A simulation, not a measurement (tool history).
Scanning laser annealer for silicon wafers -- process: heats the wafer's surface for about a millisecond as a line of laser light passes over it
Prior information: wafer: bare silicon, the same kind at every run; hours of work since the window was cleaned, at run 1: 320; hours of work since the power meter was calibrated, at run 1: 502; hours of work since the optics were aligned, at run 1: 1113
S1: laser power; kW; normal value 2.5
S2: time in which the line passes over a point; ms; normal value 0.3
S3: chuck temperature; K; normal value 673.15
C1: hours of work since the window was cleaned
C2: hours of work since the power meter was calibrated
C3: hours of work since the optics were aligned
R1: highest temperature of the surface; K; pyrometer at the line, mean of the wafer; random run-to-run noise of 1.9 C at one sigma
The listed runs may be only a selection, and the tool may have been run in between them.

run 1 day=0 | S1=2.5 S2=0.3 S3=673.15 | C1=320 C2=502 C3=1113 | R1=1464.15
run 2 day=0.45 | S1=2.5 S2=0.3 S3=673.15 | C1=328 C2=510 C3=1120 | R1=1465.15
run 3 day=1.379 | S1=2.5 S2=0.3 S3=673.15 | C1=343 C2=525 C3=1135 | R1=1464.15
run 4 day=1.908 | S1=2.5 S2=0.3 S3=673.15 | C1=352 C2=534 C3=1144 | R1=1468.15
run 5 day=2.338 | S1=2.5 S2=0.3 S3=673.15 | C1=359 C2=541 C3=1151 | R1=1463.15
run 6 day=2.896 | S1=2.5 S2=0.3 S3=673.15 | C1=368 C2=550 C3=1160 | R1=1466.15
run 7 day=3.433 | S1=2.5 S2=0.3 S3=673.15 | C1=377 C2=559 C3=1169 | R1=1468.15
run 8 day=3.858 | S1=2.735 S2=0.227 S3=644.15 | C1=384 C2=566 C3=1176 | R1=1390.15
run 9 day=4.312 | S1=2.22 S2=0.3 S3=704.15 | C1=391 C2=573 C3=1184 | R1=1402.15
run 10 day=5.033 | S1=2.22 S2=0.3 S3=704.15 | C1=403 C2=585 C3=1195 | R1=1406.15
run 11 day=5.767 | S1=2.5 S2=0.298 S3=668.15 | C1=415 C2=597 C3=1207 | R1=1455.15
-- day=6.329 optics aligned, line set to its width
run 12 day=6.483 | S1=2.657 S2=0.319 S3=646.15 | C1=423 C2=605 C3=3 | R1=1521.15
run 13 day=7.075 | S1=2.5 S2=0.3 S3=708.15 | C1=433 C2=615 C3=12 | R1=1500.15
run 14 day=7.85 | S1=2.5 S2=0.3 S3=708.15 | C1=446 C2=628 C3=25 | R1=1502.15

Below are 3 alternative next runs, each starting from the tool's condition after run 14. Predict each:
run A day=8.404 | S1=2.364 S2=0.3 S3=638.15 | C1=455 C2=637 C3=34 | R1=?
run B day=8.404 | S1=2.579 S2=0.248 S3=675.15 | C1=455 C2=637 C3=34 | R1=?
run C day=8.404 | S1=2.657 S2=0.271 S3=635.15 | C1=455 C2=637 C3=34 | R1=?

run=A R1=1385.15
run=B R1=1414.15
run=C R1=1433.15
Take away the tool's hidden state, keep each run's random variation, and the runs would have read:
run=A R1=1386.15
run=B R1=1414.15
run=C R1=1433.15
